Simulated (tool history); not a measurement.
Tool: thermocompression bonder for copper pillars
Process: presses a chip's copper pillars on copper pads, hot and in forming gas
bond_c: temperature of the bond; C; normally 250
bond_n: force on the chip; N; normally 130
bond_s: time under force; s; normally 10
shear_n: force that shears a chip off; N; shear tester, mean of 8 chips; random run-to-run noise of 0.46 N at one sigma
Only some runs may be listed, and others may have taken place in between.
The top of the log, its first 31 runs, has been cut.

| run | hour | bond_c | bond_n | bond_s | shear_n |
|---|---|---|---|---|---|
| 32 | 1843.1 | 253 | 96 | 16 | 90.9 |
| 33 | 1919 | 274 | 130 | 10 | 107.7 |
| 34 | 1988.2 | 277 | 148 | 6 | 102.6 |
| 35 | 2037.8 | 277 | 148 | 6 | 102.4 |
| 36 | 2114.8 | 238 | 125 | 5 | 58.2 |
|  | 2138.4 | heater calibrated with a thermocouple chip |
| 37 | 2164.2 | 238 | 125 | 5 | 51.6 |
| 38 | 2229.9 | 238 | 125 | 5 | 52.2 |
| 39 | 2300.6 | 226 | 186 | 23 | 86.2 |

3 ways to go on from here, each from the tool as it stands after run 39. What would each give?
|  | 2318.4 | forming gas filter changed |
| A | 2367.8 | 229 | 147 | 23 | ? |
|  | 2318.4 | forming gas filter changed |
| B | 2367.8 | 226 | 143 | 23 | ? |
|  | 2318.4 | forming gas filter changed |
| C | 2367.8 | 250 | 81 | 12 | ? |

| run | shear_n |
|---|---|
| A | 84.5 |
| B | 80.8 |
| C | 72.6 |
The same runs, with their run-to-run variation unchanged, on a tool lacking any hidden condition would have given:
| run | shear_n |
|---|---|
| A | 82.2 |
| B | 78.5 |
| C | 70.5 |

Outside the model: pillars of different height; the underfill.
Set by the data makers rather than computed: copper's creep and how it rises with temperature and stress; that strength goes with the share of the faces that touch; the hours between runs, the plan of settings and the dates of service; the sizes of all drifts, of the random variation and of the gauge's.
